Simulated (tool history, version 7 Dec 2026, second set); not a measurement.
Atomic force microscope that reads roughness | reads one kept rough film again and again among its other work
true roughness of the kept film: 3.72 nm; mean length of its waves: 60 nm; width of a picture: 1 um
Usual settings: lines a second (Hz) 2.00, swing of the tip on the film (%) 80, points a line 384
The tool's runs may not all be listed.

run  hour  lines a second (Hz)  swing of the tip on the film (%)  points a line  roughness of the kept film (nm (root mean square))
  1   0.0                 2.00                                80            384                                               3.132
  2  11.3                 2.00                                80            891                                               3.137
  3  21.2                 2.00                                80            891                                               3.146
  4  33.4                 2.00                                80            891                                               3.127
     35.9  -- new tip fitted
  5  41.2                 2.00                                56            384                                               3.475
  6  47.8                 2.00                                80            384                                               3.129
  7  55.5                 3.16                                80            795                                               2.910
  8  67.6                 0.77                                79            471                                               3.412
  9  75.8                 0.56                                55            600                                               3.583
 10  87.1                 1.51                                80            384                                               3.228
 11  96.1                 2.00                                69            384                                               3.316

Forecast each of these 5 alternatives for the next run:
     102.4  -- new tip fitted
  A  107.5                 1.67                                88            593                                                   ?
     102.4  -- new tip fitted
  B  107.5                 2.00                                68            384                                                   ?
     102.4  -- new tip fitted
  C  107.5                 2.00                                70            384                                                   ?
     102.4  -- new tip fitted
  D  107.5                 3.65                                74            384                                                   ?
     102.4  -- new tip fitted
  E  107.5                 0.64                                69            298                                                   ?

run  roughness of the kept film (nm (root mean square))
  A                                               3.048
  B                                               3.332
  C                                               3.294
  D                                               3.009
  E                                               3.509
Without the tool's hidden state the same runs would have given:
run  roughness of the kept film (nm (root mean square))
  A                                               3.047
  B                                               3.332
  C                                               3.294
  D                                               3.009
  E                                               3.509
